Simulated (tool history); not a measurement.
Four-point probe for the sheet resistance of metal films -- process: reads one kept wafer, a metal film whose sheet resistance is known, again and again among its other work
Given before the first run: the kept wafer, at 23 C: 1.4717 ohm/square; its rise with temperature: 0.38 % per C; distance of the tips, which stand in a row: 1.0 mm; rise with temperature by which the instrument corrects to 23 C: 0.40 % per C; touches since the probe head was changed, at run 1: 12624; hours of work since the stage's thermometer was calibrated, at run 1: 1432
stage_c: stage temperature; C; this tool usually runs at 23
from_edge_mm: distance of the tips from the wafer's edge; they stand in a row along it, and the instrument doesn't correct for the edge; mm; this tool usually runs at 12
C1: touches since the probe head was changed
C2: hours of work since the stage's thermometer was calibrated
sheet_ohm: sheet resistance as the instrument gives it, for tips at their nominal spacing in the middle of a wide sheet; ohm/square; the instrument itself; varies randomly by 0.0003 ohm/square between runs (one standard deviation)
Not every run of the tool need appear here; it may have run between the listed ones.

Run 1, day 0: usual settings; C1 12624; C2 1432. Result: sheet_ohm 1.474984 ohm/square.
Run 2, day 0.729: usual settings; C1 13081; C2 1441. Result: sheet_ohm 1.475672 ohm/square.
Run 3, day 1.133: usual settings but from_edge_mm 18 mm; C1 13333; C2 1446. Result: sheet_ohm 1.472 ohm/square.
Run 4, day 1.538: usual settings; C1 13585; C2 1451. Result: sheet_ohm 1.475765 ohm/square.
Run 5, day 2.246: usual settings; C1 14028; C2 1459. Result: sheet_ohm 1.475503 ohm/square.
Run 6, day 2.754: usual settings; C1 14346; C2 1466. Result: sheet_ohm 1.476076 ohm/square.
Run 7, day 3.392: usual settings; C1 14744; C2 1473. Result: sheet_ohm 1.475078 ohm/square.
Run 8, day 4.121: usual settings; C1 15201; C2 1482. Result: sheet_ohm 1.475372 ohm/square.
Run 9, day 4.7: usual settings; C1 15561; C2 1489. Result: sheet_ohm 1.47503 ohm/square.
Run 10, day 5.183: usual settings; C1 15864; C2 1495. Result: sheet_ohm 1.475272 ohm/square.
Run 11, day 5.883: usual settings; C1 16304; C2 1504. Result: sheet_ohm 1.47551 ohm/square.
Run 12, day 6.562: usual settings; C1 16727; C2 1512. Result: sheet_ohm 1.475558 ohm/square.
Run 13, day 6.962: usual settings; C1 16978; C2 1517. Result: sheet_ohm 1.475221 ohm/square.
Run 14, day 7.554: usual settings; C1 17347; C2 1524. Result: sheet_ohm 1.475544 ohm/square.
Run 15, day 7.892: usual settings; C1 17559; C2 1528. Result: sheet_ohm 1.475649 ohm/square.
Run 16, day 8.5: usual settings but from_edge_mm 19 mm; C1 17940; C2 1536. Result: sheet_ohm 1.471827 ohm/square.
Run 17, day 9.238: usual settings but from_edge_mm 19 mm; C1 18400; C2 1545. Result: sheet_ohm 1.471947 ohm/square.
Run 18, day 9.642: usual settings but stage_c 31 C, from_edge_mm 37 mm; C1 18653; C2 1550. Result: sheet_ohm 1.468738 ohm/square.
Run 19, day 10.046: usual settings but stage_c 25 C, from_edge_mm 14 mm; C1 18905; C2 1555. Result: sheet_ohm 1.473521 ohm/square.
Run 20, day 10.483: usual settings but stage_c 35 C, from_edge_mm 4 mm; C1 19178; C2 1560. Result: sheet_ohm 1.514898 ohm/square.
Run 21, day 11.179: usual settings but stage_c 19 C, from_edge_mm 38 mm; C1 19614; C2 1569. Result: sheet_ohm 1.471474 ohm/square.
Run 22, day 11.7: usual settings but stage_c 19 C, from_edge_mm 38 mm; C1 19940; C2 1575. Result: sheet_ohm 1.471216 ohm/square.
Run 23, day 12.004: usual settings but stage_c 19 C, from_edge_mm 38 mm; C1 20129; C2 1579. Result: sheet_ohm 1.471958 ohm/square.
Run 24, day 12.592: usual settings but stage_c 19 C, from_edge_mm 27 mm; C1 20496; C2 1586. Result: sheet_ohm 1.472049 ohm/square.
Run 25, day 12.892: usual settings but stage_c 28 C, from_edge_mm 3 mm; C1 20685; C2 1590. Result: sheet_ohm 1.550867 ohm/square.
Run 26, day 13.388: usual settings but stage_c 22 C, from_edge_mm 18 mm; C1 20995; C2 1596. Result: sheet_ohm 1.47251 ohm/square.
Run 27, day 14.083: usual settings but stage_c 22 C, from_edge_mm 18 mm; C1 21429; C2 1604. Result: sheet_ohm 1.473001 ohm/square.
Run 28, day 14.471: usual settings but stage_c 27 C, from_edge_mm 4 mm; C1 21671; C2 1609. Result: sheet_ohm 1.51688 ohm/square.
Run 29, day 14.842: usual settings but stage_c 22 C, from_edge_mm 15 mm; C1 21904; C2 1613. Result: sheet_ohm 1.47364 ohm/square.
Run 30, day 15.258: usual settings but stage_c 21 C, from_edge_mm 48 mm; C1 22165; C2 1619. Result: sheet_ohm 1.471524 ohm/square.
Run 31, day 15.9: usual settings but stage_c 33 C, from_edge_mm 22 mm; C1 22566; C2 1626. Result: sheet_ohm 1.469231 ohm/square.
Run 32, day 16.542: usual settings but stage_c 21 C; C1 22967; C2 1634. Result: sheet_ohm 1.476236 ohm/square.
Run 33, day 17.283: usual settings but stage_c 26 C, from_edge_mm 10 mm; C1 23431; C2 1643. Result: sheet_ohm 1.477416 ohm/square.

Each run again, without the hidden state but with its own random variation kept:
Hidden state at play: inner tips' distance over the nominal, %; tips' flats over new ones', %; wafer's true temperature over the reading, C; drift of the gauge itself on sheet_ohm, %.
run  sheet_ohm
  1   1.476849
  2   1.477523
  3   1.473838
  4   1.477599
  5   1.477324
  6   1.477886
  7   1.476872
  8   1.477151
  9   1.476796
 10   1.477028
 11    1.47725
 12   1.477281
 13   1.476936
 14   1.477247
 15   1.477345
 16   1.473504
 17   1.473609
 18   1.470353
 19    1.47516
 20   1.516528
 21   1.473115
 22   1.472846
 23   1.473582
 24   1.473662
 25   1.552513
 26   1.474093
 27   1.474569
 28   1.518461
 29   1.475194
 30   1.473071
 31   1.470705
 32   1.477762
 33   1.478902

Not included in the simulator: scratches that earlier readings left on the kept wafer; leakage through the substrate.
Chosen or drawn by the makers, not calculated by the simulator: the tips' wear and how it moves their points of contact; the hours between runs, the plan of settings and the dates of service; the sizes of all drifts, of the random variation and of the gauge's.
